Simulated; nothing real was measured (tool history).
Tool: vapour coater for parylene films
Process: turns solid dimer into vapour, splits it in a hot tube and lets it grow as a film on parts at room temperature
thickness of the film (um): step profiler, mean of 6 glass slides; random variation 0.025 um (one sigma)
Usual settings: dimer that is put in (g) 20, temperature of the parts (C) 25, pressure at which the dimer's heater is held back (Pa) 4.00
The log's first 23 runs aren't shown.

run,day,dimer that is put in (g),temperature of the parts (C),pressure at which the dimer's heater is held back (Pa),thickness of the film (um)
24,17.846,20,25,10.00,3.81
25,18.454,20,23,4.00,5.24
26,19.392,11,36,10.59,1.32
27,20.079,20,36,4.00,3.05
28,20.671,20,36,4.00,3.09
29,21.421,29,25,3.55,7.17
30,21.971,20,22,4.00,5.46
31,22.838,27,18,6.15,7.80
32,23.775,20,24,4.98,4.74
33,24.329,20,26,5.48,4.30
34,25.442,8,27,6.50,1.57
35,26.367,8,27,6.50,1.58
36,26.954,16,19,4.00,4.82
37,27.421,9,25,4.00,2.21
38,27.929,14,28,2.64,3.35
39,28.479,14,28,9.49,2.42
40,29.354,26,28,3.69,5.77
41,29.988,26,24,3.83,6.70
42,30.546,26,24,3.83,6.69
# day 31.054: gauge calibrated
43,31.075,14,37,2.90,2.18
44,31.829,10,37,3.31,1.52
45,32.804,10,37,3.31,1.52
46,33.608,10,37,10.59,1.16
# day 33.842: trap's valve overhauled
47,34.892,33,22,10.70,7.00
48,35.554,33,22,10.70,6.99

3 ways to go on from here, each from the tool as it stands after run 48. What would each give?
A,36.362,12,22,4.00,?
B,36.362,18,19,5.07,?
C,36.362,33,31,2.26,?

run,thickness of the film (um)
A,3.28
B,5.26
C,7.17
Without the tool's hidden state the same runs would have given:
run,thickness of the film (um)
A,3.25
B,5.21
C,7.11

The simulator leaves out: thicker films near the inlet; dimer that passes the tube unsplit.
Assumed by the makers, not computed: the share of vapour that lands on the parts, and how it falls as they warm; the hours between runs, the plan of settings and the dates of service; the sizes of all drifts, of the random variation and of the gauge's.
